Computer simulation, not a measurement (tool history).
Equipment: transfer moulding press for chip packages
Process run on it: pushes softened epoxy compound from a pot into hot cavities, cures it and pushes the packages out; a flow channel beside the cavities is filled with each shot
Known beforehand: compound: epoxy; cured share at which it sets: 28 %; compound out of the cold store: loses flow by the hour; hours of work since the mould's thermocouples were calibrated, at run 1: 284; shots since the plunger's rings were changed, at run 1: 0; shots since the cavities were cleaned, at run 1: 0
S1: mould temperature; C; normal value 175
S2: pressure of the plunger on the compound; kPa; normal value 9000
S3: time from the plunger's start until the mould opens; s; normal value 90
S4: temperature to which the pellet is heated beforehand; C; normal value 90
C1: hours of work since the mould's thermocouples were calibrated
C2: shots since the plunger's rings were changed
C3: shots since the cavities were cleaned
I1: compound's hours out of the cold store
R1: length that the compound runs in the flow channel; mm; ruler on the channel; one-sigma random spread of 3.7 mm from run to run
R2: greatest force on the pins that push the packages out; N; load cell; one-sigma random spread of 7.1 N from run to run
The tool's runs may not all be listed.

run	hour	S1	S2	S3	S4	C1	C2	C3	I1	R1	R2
1	0	175	9000	90	90	284	0	0	36.9	850	284
2	16.7	175	9000	90	90	291	146	146	43.5	809	383
3	35	175	9000	90	90	300	306	306	25.1	910	502
4	46.2	175	9000	90	90	305	404	404	23.6	911	526
5	65.2	175	9000	90	90	314	570	570	44.2	799	555
6	84.4	175	9000	90	90	322	737	737	32.2	866	576
7	101	175	9000	90	90	330	882	882	29.4	879	616
# hour 109: cavities cleaned with cleaning compound and waxed
8	115.4	175	9000	90	90	336	995	56	20.6	927	357
9	132.2	175	9000	90	90	344	1142	203	18	941	441
10	141.6	175	9000	90	90	348	1223	284	33.1	848	455
11	156.6	175	9000	100	90	355	1355	416	26.5	877	491
12	167.6	175	9000	90	90	360	1451	512	14.9	954	543
13	189.1	175	9000	90	90	369	1638	699	28.1	868	583
14	201.7	175	9000	90	88	375	1749	810	23.7	892	569
# hour 217.9: cavities cleaned with cleaning compound and waxed
15	222.3	176	10230	72	96	384	1916	39	22.4	955	413
16	239	176	10230	99	96	392	2061	184	11.9	1008	402
17	255	176	10230	99	96	399	2201	324	44.9	818	451
18	274.4	168	10900	114	90	408	2371	494	11.1	1083	538
19	286.6	179	10900	114	82	413	2477	600	11.1	1039	499
20	301.4	179	10900	114	82	420	2606	729	13.9	1021	541
21	312.5	179	10900	114	82	425	2703	826	43.8	835	550
22	324.3	181	10440	90	90	430	2806	929	22.8	928	553
# hour 327.2: cavities cleaned with cleaning compound and waxed
23	335.5	175	9340	103	90	435	2891	73	25.2	875	320
24	351.1	175	9340	103	90	442	3027	209	14.7	945	389
# hour 363: plunger's sealing rings changed
25	364	175	9340	103	90	447	8	300	11.7	1024	435
26	378.7	175	9340	113	86	453	136	428	34.1	875	477
27	387.8	171	9290	85	90	458	216	508	10.8	1034	746
28	398.7	171	9290	85	90	463	311	603	25.6	938	725

5 options for the next run, each taken on its own from the tool as it stands now. Forecast them:
A	419.8	175	9000	79	82	472	496	788	35.4	?	?
B	419.8	167	8120	90	94	472	496	788	45.4	?	?
C	419.8	168	8870	99	90	472	496	788	10.6	?	?
D	419.8	182	9000	90	90	472	496	788	43.4	?	?
E	419.8	172	9040	83	90	472	496	788	26.1	?	?

run	R1	R2
A	847	668
B	775	869
C	1019	730
D	778	542
E	913	774
The same runs, with their run-to-run variation unchanged, on a tool lacking any hidden condition would have given:
run	R1	R2
A	857	337
B	785	441
C	1032	372
D	787	263
E	925	389
